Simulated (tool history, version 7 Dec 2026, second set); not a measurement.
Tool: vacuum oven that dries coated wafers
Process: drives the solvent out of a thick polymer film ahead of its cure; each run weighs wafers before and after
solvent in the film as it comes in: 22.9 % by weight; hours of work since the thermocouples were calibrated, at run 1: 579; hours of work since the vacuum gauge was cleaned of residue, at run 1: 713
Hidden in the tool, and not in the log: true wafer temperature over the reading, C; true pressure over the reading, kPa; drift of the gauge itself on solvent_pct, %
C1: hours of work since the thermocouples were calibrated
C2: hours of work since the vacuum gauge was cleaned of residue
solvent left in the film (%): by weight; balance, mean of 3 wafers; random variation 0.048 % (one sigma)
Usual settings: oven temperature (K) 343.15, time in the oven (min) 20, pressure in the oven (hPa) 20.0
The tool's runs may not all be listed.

{"run": 1, "day": 0.0, "oven temperature (K)": 343.15, "time in the oven (min)": 20, "pressure in the oven (hPa)": 20.0, "C1": 579, "C2": 713, "solvent left in the film (%)": 1.44}
{"run": 2, "day": 2.033, "oven temperature (K)": 343.15, "time in the oven (min)": 20, "pressure in the oven (hPa)": 20.0, "C1": 601, "C2": 736, "solvent left in the film (%)": 1.41}
{"run": 3, "day": 4.546, "oven temperature (K)": 343.15, "time in the oven (min)": 20, "pressure in the oven (hPa)": 20.0, "C1": 629, "C2": 764, "solvent left in the film (%)": 1.21}
{"run": 4, "day": 6.796, "oven temperature (K)": 343.15, "time in the oven (min)": 20, "pressure in the oven (hPa)": 20.0, "C1": 654, "C2": 789, "solvent left in the film (%)": 1.43}
{"run": 5, "day": 8.321, "oven temperature (K)": 343.15, "time in the oven (min)": 20, "pressure in the oven (hPa)": 18.4, "C1": 671, "C2": 806, "solvent left in the film (%)": 1.31}
{"run": 6, "day": 11.158, "oven temperature (K)": 343.15, "time in the oven (min)": 20, "pressure in the oven (hPa)": 18.4, "C1": 703, "C2": 837, "solvent left in the film (%)": 1.3}
{"run": 7, "day": 12.942, "oven temperature (K)": 343.15, "time in the oven (min)": 20, "pressure in the oven (hPa)": 18.4, "C1": 722, "C2": 857, "solvent left in the film (%)": 1.34}
{"run": 8, "day": 14.258, "oven temperature (K)": 343.15, "time in the oven (min)": 20, "pressure in the oven (hPa)": 18.4, "C1": 737, "C2": 871, "solvent left in the film (%)": 1.34}
{"run": 9, "day": 15.742, "oven temperature (K)": 343.15, "time in the oven (min)": 32, "pressure in the oven (hPa)": 20.0, "C1": 754, "C2": 888, "solvent left in the film (%)": 0.75}
{"run": 10, "day": 18.025, "oven temperature (K)": 343.15, "time in the oven (min)": 32, "pressure in the oven (hPa)": 20.0, "C1": 779, "C2": 913, "solvent left in the film (%)": 0.8}
{"run": 11, "day": 19.375, "oven temperature (K)": 343.15, "time in the oven (min)": 20, "pressure in the oven (hPa)": 24.6, "C1": 794, "C2": 928, "solvent left in the film (%)": 1.48}
{"run": 12, "day": 20.683, "oven temperature (K)": 343.15, "time in the oven (min)": 20, "pressure in the oven (hPa)": 20.0, "C1": 808, "C2": 943, "solvent left in the film (%)": 1.31}
{"run": 13, "day": 21.892, "oven temperature (K)": 343.15, "time in the oven (min)": 16, "pressure in the oven (hPa)": 20.0, "C1": 822, "C2": 956, "solvent left in the film (%)": 1.96}
{"run": 14, "day": 23.533, "oven temperature (K)": 343.15, "time in the oven (min)": 16, "pressure in the oven (hPa)": 20.0, "C1": 840, "C2": 974, "solvent left in the film (%)": 1.97}
{"run": 15, "day": 25.746, "oven temperature (K)": 343.15, "time in the oven (min)": 20, "pressure in the oven (hPa)": 33.8, "C1": 865, "C2": 999, "solvent left in the film (%)": 1.7}
{"run": 16, "day": 28.012, "oven temperature (K)": 343.15, "time in the oven (min)": 20, "pressure in the oven (hPa)": 33.8, "C1": 890, "C2": 1024, "solvent left in the film (%)": 1.8}
{"run": 17, "day": 29.35, "oven temperature (K)": 343.15, "time in the oven (min)": 20, "pressure in the oven (hPa)": 33.8, "C1": 905, "C2": 1039, "solvent left in the film (%)": 1.72}
{"run": 18, "day": 31.821, "oven temperature (K)": 343.15, "time in the oven (min)": 14, "pressure in the oven (hPa)": 20.0, "C1": 932, "C2": 1066, "solvent left in the film (%)": 2.4}
{"run": 19, "day": 33.2, "oven temperature (K)": 343.15, "time in the oven (min)": 14, "pressure in the oven (hPa)": 20.0, "C1": 947, "C2": 1082, "solvent left in the film (%)": 2.42}
{"run": 20, "day": 34.783, "oven temperature (K)": 343.15, "time in the oven (min)": 14, "pressure in the oven (hPa)": 20.0, "C1": 965, "C2": 1099, "solvent left in the film (%)": 2.44}
{"run": 21, "day": 36.558, "oven temperature (K)": 358.15, "time in the oven (min)": 14, "pressure in the oven (hPa)": 20.0, "C1": 985, "C2": 1119, "solvent left in the film (%)": 0.38}
{"run": 22, "day": 38.246, "oven temperature (K)": 358.15, "time in the oven (min)": 14, "pressure in the oven (hPa)": 20.0, "C1": 1003, "C2": 1138, "solvent left in the film (%)": 0.39}
{"run": 23, "day": 40.992, "oven temperature (K)": 332.15, "time in the oven (min)": 14, "pressure in the oven (hPa)": 20.0, "C1": 1034, "C2": 1168, "solvent left in the film (%)": 6.8}
{"run": 24, "day": 42.212, "oven temperature (K)": 352.15, "time in the oven (min)": 19, "pressure in the oven (hPa)": 42.1, "C1": 1048, "C2": 1182, "solvent left in the film (%)": 1.01}
{"run": 25, "day": 43.575, "oven temperature (K)": 352.15, "time in the oven (min)": 19, "pressure in the oven (hPa)": 42.1, "C1": 1063, "C2": 1197, "solvent left in the film (%)": 0.99}
{"day": 45.958, "done": "vacuum gauge cleaned of residue and calibrated"}
{"run": 26, "day": 46.004, "oven temperature (K)": 352.15, "time in the oven (min)": 19, "pressure in the oven (hPa)": 42.1, "C1": 1089, "C2": 1, "solvent left in the film (%)": 0.9}
{"run": 27, "day": 47.946, "oven temperature (K)": 343.15, "time in the oven (min)": 16, "pressure in the oven (hPa)": 20.0, "C1": 1111, "C2": 22, "solvent left in the film (%)": 1.88}
{"run": 28, "day": 50.917, "oven temperature (K)": 352.15, "time in the oven (min)": 32, "pressure in the oven (hPa)": 20.0, "C1": 1144, "C2": 55, "solvent left in the film (%)": 0.49}
{"run": 29, "day": 53.575, "oven temperature (K)": 329.15, "time in the oven (min)": 20, "pressure in the oven (hPa)": 20.0, "C1": 1173, "C2": 85, "solvent left in the film (%)": 5.91}
{"run": 30, "day": 56.367, "oven temperature (K)": 351.15, "time in the oven (min)": 31, "pressure in the oven (hPa)": 58.8, "C1": 1204, "C2": 116, "solvent left in the film (%)": 1.29}
{"run": 31, "day": 58.421, "oven temperature (K)": 351.15, "time in the oven (min)": 31, "pressure in the oven (hPa)": 58.8, "C1": 1227, "C2": 138, "solvent left in the film (%)": 1.26}
{"run": 32, "day": 60.738, "oven temperature (K)": 357.15, "time in the oven (min)": 20, "pressure in the oven (hPa)": 54.3, "C1": 1253, "C2": 164, "solvent left in the film (%)": 0.99}
{"run": 33, "day": 63.012, "oven temperature (K)": 355.15, "time in the oven (min)": 18, "pressure in the oven (hPa)": 29.4, "C1": 1278, "C2": 189, "solvent left in the film (%)": 0.53}

Forecast run 34:
{"run": 34, "day": 65.346, "oven temperature (K)": 328.15, "time in the oven (min)": 18, "pressure in the oven (hPa)": 56.4, "C1": 1304, "C2": 215, "solvent left in the film (%)": "?"}

solvent left in the film (%): 8.54
Without the tool's hidden state the same run would have given solvent left in the film (%) 9.91.
